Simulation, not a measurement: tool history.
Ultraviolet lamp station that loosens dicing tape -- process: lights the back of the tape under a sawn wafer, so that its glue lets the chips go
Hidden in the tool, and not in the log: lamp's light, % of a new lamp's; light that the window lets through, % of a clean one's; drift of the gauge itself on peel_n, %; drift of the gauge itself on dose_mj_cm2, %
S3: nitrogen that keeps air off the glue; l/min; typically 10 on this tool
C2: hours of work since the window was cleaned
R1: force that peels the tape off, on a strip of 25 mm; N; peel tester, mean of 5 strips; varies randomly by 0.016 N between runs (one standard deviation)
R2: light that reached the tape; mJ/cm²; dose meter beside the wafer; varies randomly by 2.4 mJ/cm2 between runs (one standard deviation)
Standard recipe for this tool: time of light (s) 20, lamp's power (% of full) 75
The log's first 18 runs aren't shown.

{"run": 19, "hour": 524.5, "time of light (s)": 20, "lamp's power (% of full)": 75, "S3": 8, "hours of work of the lamp": 807, "C2": 84, "R1": 2.172, "R2": 171}
{"run": 20, "hour": 566.1, "time of light (s)": 20, "lamp's power (% of full)": 75, "S3": 8, "hours of work of the lamp": 841, "C2": 117, "R1": 2.218, "R2": 168}
{"run": 21, "hour": 600.8, "time of light (s)": 20, "lamp's power (% of full)": 75, "S3": 8, "hours of work of the lamp": 868, "C2": 145, "R1": 2.311, "R2": 163}
{"hour": 638.8, "done": "window cleaned of glue's vapour, once more"}
{"run": 22, "hour": 638.8, "time of light (s)": 20, "lamp's power (% of full)": 75, "S3": 8, "hours of work of the lamp": 898, "C2": 0, "R1": 2.166, "R2": 173}
{"run": 23, "hour": 661.0, "time of light (s)": 20, "lamp's power (% of full)": 75, "S3": 8, "hours of work of the lamp": 916, "C2": 18, "R1": 2.337, "R2": 168}
{"run": 24, "hour": 693.0, "time of light (s)": 30, "lamp's power (% of full)": 71, "S3": 19, "hours of work of the lamp": 941, "C2": 43, "R1": 0.794, "R2": 240}
{"run": 25, "hour": 732.3, "time of light (s)": 30, "lamp's power (% of full)": 71, "S3": 19, "hours of work of the lamp": 973, "C2": 74, "R1": 0.807, "R2": 235}
{"run": 26, "hour": 767.4, "time of light (s)": 20, "lamp's power (% of full)": 67, "S3": 10, "hours of work of the lamp": 1001, "C2": 102, "R1": 2.642, "R2": 142}
{"run": 27, "hour": 791.3, "time of light (s)": 36, "lamp's power (% of full)": 70, "S3": 3, "hours of work of the lamp": 1020, "C2": 122, "R1": 1.931, "R2": 268}
{"run": 28, "hour": 814.0, "time of light (s)": 11, "lamp's power (% of full)": 78, "S3": 3, "hours of work of the lamp": 1038, "C2": 140, "R1": 6.016, "R2": 92}
{"run": 29, "hour": 840.3, "time of light (s)": 11, "lamp's power (% of full)": 78, "S3": 3, "hours of work of the lamp": 1059, "C2": 161, "R1": 6.211, "R2": 85}
{"run": 30, "hour": 869.9, "time of light (s)": 11, "lamp's power (% of full)": 78, "S3": 6, "hours of work of the lamp": 1082, "C2": 184, "R1": 5.29, "R2": 89}
{"run": 31, "hour": 903.8, "time of light (s)": 20, "lamp's power (% of full)": 75, "S3": 3, "hours of work of the lamp": 1109, "C2": 211, "R1": 4.147, "R2": 148}
{"hour": 919.0, "done": "lamp changed"}
{"run": 32, "hour": 925.7, "time of light (s)": 20, "lamp's power (% of full)": 75, "S3": 3, "hours of work of the lamp": 5, "C2": 228, "R1": 1.902, "R2": 268}
{"run": 33, "hour": 951.8, "time of light (s)": 20, "lamp's power (% of full)": 75, "S3": 3, "hours of work of the lamp": 26, "C2": 249, "R1": 1.849, "R2": 266}
{"run": 34, "hour": 986.9, "time of light (s)": 20, "lamp's power (% of full)": 75, "S3": 3, "hours of work of the lamp": 54, "C2": 277, "R1": 1.929, "R2": 262}
{"run": 35, "hour": 1026.6, "time of light (s)": 34, "lamp's power (% of full)": 80, "S3": 4, "hours of work of the lamp": 86, "C2": 308, "R1": 0.512, "R2": 469}
{"run": 36, "hour": 1050.7, "time of light (s)": 34, "lamp's power (% of full)": 80, "S3": 4, "hours of work of the lamp": 105, "C2": 328, "R1": 0.52, "R2": 460}
{"run": 37, "hour": 1072.1, "time of light (s)": 11, "lamp's power (% of full)": 87, "S3": 7, "hours of work of the lamp": 122, "C2": 345, "R1": 2.564, "R2": 160}
{"run": 38, "hour": 1103.9, "time of light (s)": 11, "lamp's power (% of full)": 87, "S3": 7, "hours of work of the lamp": 147, "C2": 370, "R1": 2.688, "R2": 158}
{"run": 39, "hour": 1126.5, "time of light (s)": 11, "lamp's power (% of full)": 87, "S3": 7, "hours of work of the lamp": 165, "C2": 388, "R1": 2.629, "R2": 159}
{"run": 40, "hour": 1148.3, "time of light (s)": 18, "lamp's power (% of full)": 75, "S3": 10, "hours of work of the lamp": 183, "C2": 405, "R1": 1.303, "R2": 219}
{"run": 41, "hour": 1170.4, "time of light (s)": 25, "lamp's power (% of full)": 75, "S3": 10, "hours of work of the lamp": 200, "C2": 423, "R1": 0.644, "R2": 307}
{"run": 42, "hour": 1204.9, "time of light (s)": 28, "lamp's power (% of full)": 67, "S3": 5, "hours of work of the lamp": 228, "C2": 451, "R1": 1.086, "R2": 302}
{"run": 43, "hour": 1235.0, "time of light (s)": 28, "lamp's power (% of full)": 67, "S3": 5, "hours of work of the lamp": 252, "C2": 475, "R1": 1.12, "R2": 288}

Consider 3 possible next runs. They are alternatives, not a sequence: every one starts from the tool as it was left by run 43. What does each give?
{"hour": 1242.4, "done": "window cleaned of glue's vapour"}
{"run": "A", "hour": 1256.9, "time of light (s)": 28, "lamp's power (% of full)": 72, "S3": 15, "hours of work of the lamp": 269, "C2": 12, "R1": "?", "R2": "?"}
{"hour": 1242.4, "done": "window cleaned of glue's vapour"}
{"run": "B", "hour": 1256.9, "time of light (s)": 28, "lamp's power (% of full)": 67, "S3": 15, "hours of work of the lamp": 269, "C2": 12, "R1": "?", "R2": "?"}
{"hour": 1242.4, "done": "window cleaned of glue's vapour"}
{"run": "C", "hour": 1256.9, "time of light (s)": 20, "lamp's power (% of full)": 75, "S3": 3, "hours of work of the lamp": 269, "C2": 12, "R1": "?", "R2": "?"}

run=A R1=0.452 R2=332
run=B R1=0.492 R2=307
run=C R1=2.147 R2=244
Without the tool's hidden state the same runs would have given:
run=A R1=0.363 R2=377
run=B R1=0.387 R2=348
run=C R1=1.738 R2=277
